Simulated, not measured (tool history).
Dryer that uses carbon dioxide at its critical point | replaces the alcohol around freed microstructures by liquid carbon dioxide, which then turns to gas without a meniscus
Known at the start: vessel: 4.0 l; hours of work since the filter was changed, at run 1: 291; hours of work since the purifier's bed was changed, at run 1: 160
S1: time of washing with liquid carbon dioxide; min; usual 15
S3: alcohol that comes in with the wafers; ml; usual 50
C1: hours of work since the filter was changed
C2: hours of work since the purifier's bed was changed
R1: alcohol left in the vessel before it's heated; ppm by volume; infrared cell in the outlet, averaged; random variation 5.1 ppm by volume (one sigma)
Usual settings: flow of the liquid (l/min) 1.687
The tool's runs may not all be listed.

Run 1, hour 0.0: usual settings; C1 291; C2 160. Result: R1 146 ppm by volume.
Run 2, hour 14.7: usual settings; C1 300; C2 169. Result: R1 159 ppm by volume.
Run 3, hour 26.4: usual settings; C1 307; C2 176. Result: R1 158 ppm by volume.
Run 4, hour 40.3: usual settings; C1 315; C2 185. Result: R1 162 ppm by volume.
Run 5, hour 55.6: usual settings; C1 324; C2 194. Result: R1 156 ppm by volume.
Run 6, hour 69.5: usual settings; C1 333; C2 202. Result: R1 177 ppm by volume.
Run 7, hour 81.0: usual settings; C1 339; C2 209. Result: R1 174 ppm by volume.
Run 8, hour 90.5: usual settings; C1 345; C2 215. Result: R1 175 ppm by volume.
Run 9, hour 97.7: usual settings but S3 92 ml; C1 349; C2 219. Result: R1 236 ppm by volume.
Run 10, hour 106.3: usual settings but S1 12 min, flow of the liquid (l/min) 2.150, S3 64 ml; C1 355; C2 224. Result: R1 185 ppm by volume.
Run 11, hour 119.7: usual settings but S3 83 ml; C1 363; C2 232. Result: R1 228 ppm by volume.
Run 12, hour 129.0: usual settings but S1 11 min, flow of the liquid (l/min) 2.580, S3 25 ml; C1 368; C2 238. Result: R1 141 ppm by volume.
Run 13, hour 138.9: usual settings but S1 10 min, flow of the liquid (l/min) 1.970, S3 29 ml; C1 374; C2 244. Result: R1 247 ppm by volume.

Forecast each of these 5 alternatives for the next run:
Run A, hour 146.9: usual settings but S1 23 min, flow of the liquid (l/min) 2.310, S3 91 ml; C1 379; C2 249. Result: R1 ?.
Run B, hour 146.9: usual settings but S1 11 min, flow of the liquid (l/min) 1.970, S3 29 ml; C1 379; C2 249. Result: R1 ?.
Run C, hour 146.9: usual settings but S1 10 min, flow of the liquid (l/min) 1.670, S3 25 ml; C1 379; C2 249. Result: R1 ?.
Run D, hour 146.9: usual settings but S1 10 min, flow of the liquid (l/min) 1.970, S3 78 ml; C1 379; C2 249. Result: R1 ?.
Run E, hour 146.9: usual settings but S1 23 min, flow of the liquid (l/min) 2.330, S3 29 ml; C1 379; C2 249. Result: R1 ?.

run   R1
  A  136
  B  213
  C  316
  D  433
  E  122
Without the tool's hidden state the same runs would have given:
run   R1
  A   13
  B   70
  C  161
  D  250
  E    0

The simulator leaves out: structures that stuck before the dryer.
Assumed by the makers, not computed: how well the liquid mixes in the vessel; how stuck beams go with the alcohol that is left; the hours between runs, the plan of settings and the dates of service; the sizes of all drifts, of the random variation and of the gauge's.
